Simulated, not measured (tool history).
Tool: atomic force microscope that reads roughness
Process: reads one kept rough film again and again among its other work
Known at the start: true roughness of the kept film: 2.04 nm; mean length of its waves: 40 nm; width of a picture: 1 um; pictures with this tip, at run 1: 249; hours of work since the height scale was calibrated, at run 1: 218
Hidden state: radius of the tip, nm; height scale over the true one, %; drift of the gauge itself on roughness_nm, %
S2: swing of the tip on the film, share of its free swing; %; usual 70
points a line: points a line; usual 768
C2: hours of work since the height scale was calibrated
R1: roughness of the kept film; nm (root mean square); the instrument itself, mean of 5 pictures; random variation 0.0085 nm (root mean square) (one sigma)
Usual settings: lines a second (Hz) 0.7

run 1 day=0 | lines_a_second_(Hz)=0.7 S2=70 points_a_line=768 | pictures_with_this_tip=249 C2=218 | R1=1.677
run 2 day=0.783 | lines_a_second_(Hz)=0.7 S2=70 points_a_line=768 | pictures_with_this_tip=270 C2=228 | R1=1.675
run 3 day=1.433 | lines_a_second_(Hz)=0.7 S2=70 points_a_line=768 | pictures_with_this_tip=287 C2=235 | R1=1.672
run 4 day=2.058 | lines_a_second_(Hz)=0.7 S2=70 points_a_line=768 | pictures_with_this_tip=304 C2=243 | R1=1.659
run 5 day=2.779 | lines_a_second_(Hz)=0.7 S2=70 points_a_line=768 | pictures_with_this_tip=323 C2=251 | R1=1.648
run 6 day=3.162 | lines_a_second_(Hz)=0.7 S2=70 points_a_line=768 | pictures_with_this_tip=333 C2=256 | R1=1.634
run 7 day=3.671 | lines_a_second_(Hz)=0.7 S2=70 points_a_line=541 | pictures_with_this_tip=346 C2=262 | R1=1.615
run 8 day=4.375 | lines_a_second_(Hz)=0.7 S2=70 points_a_line=541 | pictures_with_this_tip=365 C2=270 | R1=1.607
-- day=4.454 new tip fitted
run 9 day=4.975 | lines_a_second_(Hz)=0.7 S2=70 points_a_line=541 | pictures_with_this_tip=14 C2=277 | R1=1.838
run 10 day=5.554 | lines_a_second_(Hz)=1.267 S2=70 points_a_line=541 | pictures_with_this_tip=30 C2=284 | R1=1.773
run 11 day=6.1 | lines_a_second_(Hz)=0.7 S2=70 points_a_line=734 | pictures_with_this_tip=44 C2=290 | R1=1.816
run 12 day=6.821 | lines_a_second_(Hz)=0.7 S2=70 points_a_line=734 | pictures_with_this_tip=63 C2=299 | R1=1.811
run 13 day=7.421 | lines_a_second_(Hz)=1.579 S2=70 points_a_line=393 | pictures_with_this_tip=79 C2=306 | R1=1.713
run 14 day=7.783 | lines_a_second_(Hz)=0.938 S2=79 points_a_line=630 | pictures_with_this_tip=89 C2=310 | R1=1.706
run 15 day=8.492 | lines_a_second_(Hz)=0.938 S2=79 points_a_line=630 | pictures_with_this_tip=107 C2=319 | R1=1.703
run 16 day=8.912 | lines_a_second_(Hz)=3.993 S2=60 points_a_line=881 | pictures_with_this_tip=119 C2=324 | R1=1.63
run 17 day=9.492 | lines_a_second_(Hz)=0.7 S2=80 points_a_line=768 | pictures_with_this_tip=134 C2=330 | R1=1.702
run 18 day=10.254 | lines_a_second_(Hz)=0.7 S2=60 points_a_line=768 | pictures_with_this_tip=154 C2=340 | R1=1.771
run 19 day=11.038 | lines_a_second_(Hz)=0.713 S2=79 points_a_line=790 | pictures_with_this_tip=175 C2=349 | R1=1.678
run 20 day=11.871 | lines_a_second_(Hz)=0.713 S2=79 points_a_line=790 | pictures_with_this_tip=197 C2=359 | R1=1.667
run 21 day=12.217 | lines_a_second_(Hz)=0.713 S2=79 points_a_line=790 | pictures_with_this_tip=206 C2=363 | R1=1.663

Forecast each of these 5 alternatives for the next run:
run A day=12.575 | lines_a_second_(Hz)=0.94 S2=87 points_a_line=768 | pictures_with_this_tip=216 C2=367 | R1=?
run B day=12.575 | lines_a_second_(Hz)=0.7 S2=68 points_a_line=768 | pictures_with_this_tip=216 C2=367 | R1=?
run C day=12.575 | lines_a_second_(Hz)=0.717 S2=70 points_a_line=833 | pictures_with_this_tip=216 C2=367 | R1=?
run D day=12.575 | lines_a_second_(Hz)=0.644 S2=77 points_a_line=790 | pictures_with_this_tip=216 C2=367 | R1=?
run E day=12.575 | lines_a_second_(Hz)=0.888 S2=80 points_a_line=310 | pictures_with_this_tip=216 C2=367 | R1=?

run=A R1=1.579
run=B R1=1.705
run=C R1=1.702
run=D R1=1.665
run=E R1=1.625
Without the tool's hidden state the same runs would have given:
run=A R1=1.732
run=B R1=1.871
run=C R1=1.868
run=D R1=1.828
run=E R1=1.783
